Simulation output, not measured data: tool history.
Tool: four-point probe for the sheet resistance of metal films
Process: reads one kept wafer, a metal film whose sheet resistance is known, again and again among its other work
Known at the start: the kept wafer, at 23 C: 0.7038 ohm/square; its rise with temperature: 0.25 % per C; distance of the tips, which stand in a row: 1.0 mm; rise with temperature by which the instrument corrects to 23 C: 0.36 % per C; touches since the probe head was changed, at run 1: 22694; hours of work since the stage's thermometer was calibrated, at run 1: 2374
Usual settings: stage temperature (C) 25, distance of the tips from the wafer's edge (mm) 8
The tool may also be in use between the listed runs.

run,day,stage temperature (C),distance of the tips from the wafer's edge (mm),touches since the probe head was changed,hours of work since the stage's thermometer was calibrated,sheet resistance as the instrument gives it (ohm/square)
1,0.000,25,8,22694,2374,0.704167
2,4.433,25,7,24342,2422,0.705990
3,9.742,25,7,26313,2479,0.705971
4,14.375,25,7,28036,2530,0.705608
5,17.150,25,7,29067,2560,0.705639
# day 21.721: stage's thermometer calibrated
6,21.721,25,7,30757,0,0.705735
7,24.154,25,8,31662,26,0.704008
8,28.158,27,8,33149,70,0.702325
9,32.792,25,8,34870,120,0.703601
10,36.642,25,8,36301,161,0.703713
11,40.775,25,8,37837,206,0.703719
# day 45.354: stage's thermometer calibrated, once more
12,46.067,25,8,39795,8,0.704264
13,51.425,25,8,41787,66,0.704349
14,53.833,22,8,42681,92,0.706523
15,58.708,33,8,44493,144,0.698677
16,61.608,22,9,45569,176,0.705073
17,66.296,25,20,47312,227,0.698983
18,69.217,21,21,48396,258,0.701770
19,72.412,21,21,49584,293,0.701726
20,76.571,27,55,51130,338,0.696600
21,81.158,27,5,52834,387,0.711110
22,83.662,27,5,53764,414,0.711131
23,89.179,27,5,55814,474,0.710712
24,92.304,27,5,56976,508,0.710982

Measured less the same run without the tool's hidden state. The same run-to-run variation is in both; the gauge's scatter may not be:
The hidden state here: inner tips' distance over the nominal, %; tips' flats over new ones', %; wafer's true temperature over the reading, C; drift of the gauge itself on sheet_ohm, %.
run,sheet resistance as the instrument gives it (ohm/square)
1,-0.003796
2,-0.003884
3,-0.003970
4,-0.004053
5,-0.004104
6,-0.004285
7,-0.004317
8,-0.004369
9,-0.004463
10,-0.004535
11,-0.004612
12,-0.003771
13,-0.003876
14,-0.003938
15,-0.003976
16,-0.004072
17,-0.004120
18,-0.004193
19,-0.004247
20,-0.004288
21,-0.004455
22,-0.004499
23,-0.004600
24,-0.004664
